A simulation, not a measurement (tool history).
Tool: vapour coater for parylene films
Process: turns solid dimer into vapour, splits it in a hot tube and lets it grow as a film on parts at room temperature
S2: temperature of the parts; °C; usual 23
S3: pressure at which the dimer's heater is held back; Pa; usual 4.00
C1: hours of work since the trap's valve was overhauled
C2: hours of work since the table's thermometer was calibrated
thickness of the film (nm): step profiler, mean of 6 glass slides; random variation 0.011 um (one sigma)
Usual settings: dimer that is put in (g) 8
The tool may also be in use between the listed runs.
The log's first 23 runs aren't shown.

Run 24, day 10.271: usual settings but dimer that is put in (g) 4, S2 35 °C, S3 3.09 Pa; C1 544; C2 339. Result: thickness of the film (nm) 850.
Run 25, day 10.550: usual settings but S2 21 °C, S3 3.71 Pa; C1 548; C2 342. Result: thickness of the film (nm) 3050.
Run 26, day 10.817: usual settings but S2 16 °C, S3 11.81 Pa; C1 551; C2 345. Result: thickness of the film (nm) 3500.
Run 27, day 11.304: usual settings but S2 16 °C, S3 11.81 Pa; C1 557; C2 351. Result: thickness of the film (nm) 3520.
Run 28, day 11.858: usual settings but S2 15 °C, S3 3.40 Pa; C1 563; C2 358. Result: thickness of the film (nm) 4010.
Run 29, day 12.142: usual settings but dimer that is put in (g) 4, S2 25 °C, S3 3.39 Pa; C1 567; C2 361. Result: thickness of the film (nm) 1300.
Run 30, day 12.688: usual settings but dimer that is put in (g) 10, S2 20 °C, S3 9.80 Pa; C1 573; C2 368. Result: thickness of the film (nm) 3750.
Run 31, day 13.317: usual settings but dimer that is put in (g) 9, S2 21 °C, S3 2.03 Pa; C1 581; C2 375. Result: thickness of the film (nm) 3640.
Run 32, day 13.833: usual settings but dimer that is put in (g) 5, S2 34 °C, S3 2.03 Pa; C1 587; C2 381. Result: thickness of the film (nm) 1150.
Run 33, day 14.121: usual settings but dimer that is put in (g) 5, S2 34 °C, S3 2.03 Pa; C1 590; C2 385. Result: thickness of the film (nm) 1150.
Run 34, day 14.604: usual settings but dimer that is put in (g) 5, S2 34 °C, S3 2.03 Pa; C1 596; C2 390. Result: thickness of the film (nm) 1150.

Forecast run 35:
Run 35, day 15.146: usual settings but dimer that is put in (g) 5, S2 34 °C, S3 2.03 Pa; C1 603; C2 397. Result: thickness of the film (nm) ?.

{"run 35": {"thickness of the film (nm)": 1160}}
Without the tool's hidden state the same run would have given thickness of the film (nm) 1140.
